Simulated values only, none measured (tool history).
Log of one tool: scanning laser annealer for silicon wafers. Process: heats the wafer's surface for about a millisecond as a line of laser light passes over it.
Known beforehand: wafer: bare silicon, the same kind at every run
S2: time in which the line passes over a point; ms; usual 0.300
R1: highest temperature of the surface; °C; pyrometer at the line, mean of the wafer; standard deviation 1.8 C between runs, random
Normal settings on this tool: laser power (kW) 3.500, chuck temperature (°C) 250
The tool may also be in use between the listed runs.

Run 1, hour 0.0: usual settings. Result: R1 1057 °C.
Run 2, hour 13.4: usual settings. Result: R1 1058 °C.
Run 3, hour 26.2: usual settings. Result: R1 1055 °C.
Run 4, hour 36.8: usual settings but S2 0.255 ms. Result: R1 990 °C.
Run 5, hour 48.2: usual settings but S2 0.255 ms. Result: R1 987 °C.
Run 6, hour 57.2: usual settings but S2 0.255 ms. Result: R1 988 °C.
Run 7, hour 70.1: usual settings but laser power (kW) 3.782, S2 0.298 ms. Result: R1 1113 °C.
Run 8, hour 81.2: usual settings but laser power (kW) 3.688, S2 0.342 ms, chuck temperature (°C) 251. Result: R1 1156 °C.
Run 9, hour 91.8: usual settings but laser power (kW) 3.601, S2 0.263 ms, chuck temperature (°C) 251. Result: R1 1023 °C.
Run 10, hour 103.8: usual settings but laser power (kW) 3.166, S2 0.221 ms, chuck temperature (°C) 253. Result: R1 869 °C.
Run 11, hour 111.1: usual settings but laser power (kW) 3.149, S2 0.230 ms, chuck temperature (°C) 220. Result: R1 849 °C.

Some steps in R1, run to run, broken into two amounts with sign: the step expected even without the hidden condition (settings, incoming material, random variation), and the rest, left for the hidden condition together with whatever gauge scatter is not in both the measured and the hidden-condition-free result:
Unlogged tool condition in this case: light that passes the window, % of a clean one's; laser's true power over the reading, %; width of the line over the set one, %; drift of the gauge itself on peak_c, C.
Run 6 -> 7: laser power (kW) 3.500 -> 3.782, S2 0.255 -> 0.298. R1 +125 °C: hidden state -3, all else +128.
Run 9 -> 10: laser power (kW) 3.601 -> 3.166, S2 0.263 -> 0.221, chuck temperature (°C) 251 -> 253. R1 -154 °C: hidden state +1, all else -155.
